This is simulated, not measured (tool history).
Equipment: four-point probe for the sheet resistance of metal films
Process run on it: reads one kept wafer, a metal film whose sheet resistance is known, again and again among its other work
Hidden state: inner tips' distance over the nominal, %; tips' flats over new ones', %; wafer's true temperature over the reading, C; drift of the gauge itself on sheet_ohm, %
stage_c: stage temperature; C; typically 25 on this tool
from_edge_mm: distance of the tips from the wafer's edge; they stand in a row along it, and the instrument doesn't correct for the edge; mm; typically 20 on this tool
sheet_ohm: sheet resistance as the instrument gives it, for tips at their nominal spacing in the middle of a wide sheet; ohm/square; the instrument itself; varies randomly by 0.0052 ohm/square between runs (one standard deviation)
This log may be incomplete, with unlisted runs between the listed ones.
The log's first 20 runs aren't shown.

run,hour,stage_c,from_edge_mm,touches since the probe head was changed,hours of work since the stage's thermometer was calibrated,sheet_ohm
21,908.3,25,20,7685,2173,25.721124
22,943.8,24,28,9760,2199,25.698174
23,991.8,27,36,12560,2234,25.731149
24,1029.9,24,20,14782,2261,25.679721
25,1058,20,10,16426,2282,25.659754
26,1111.5,33,20,19549,2321,25.786159
27,1169,25,6,22903,2362,25.759431
28,1209.7,34,5,25279,2392,25.920354
29,1266,34,15,28563,2433,25.772432
30,1311.7,34,4,31231,2466,25.963929
31,1346,34,4,33236,2491,25.958273
# hour 1404.5: stage's thermometer calibrated
32,1407.4,25,38,36792,2,25.666081
33,1456.8,26,6,39671,38,25.753895
34,1503.7,23,3,42410,72,25.99911
35,1540.9,33,5,44582,99,25.877413
36,1566.1,30,47,46054,117,25.693837
37,1593.5,19,35,47653,137,25.570932
38,1632.7,20,9,49938,165,25.600889
39,1681.9,18,20,52812,201,25.537268
40,1742,33,7,56319,245,25.770894
41,1785.9,31,15,58881,276,25.685633

Predict each of these 3 candidate next runs independently; none follows another, all start after run 41:
# hour 1812.6: new probe head fitted
A,1846.9,31,5,2003,320,?
# hour 1812.6: new probe head fitted
B,1846.9,28,58,2003,320,?
# hour 1812.6: new probe head fitted
C,1846.9,35,5,2003,320,?

run,sheet_ohm
A,26.35076
B,26.172526
C,26.410894
What these runs would have given with no unlogged condition in the tool:
run,sheet_ohm
A,26.17248
B,25.99556
C,26.231962
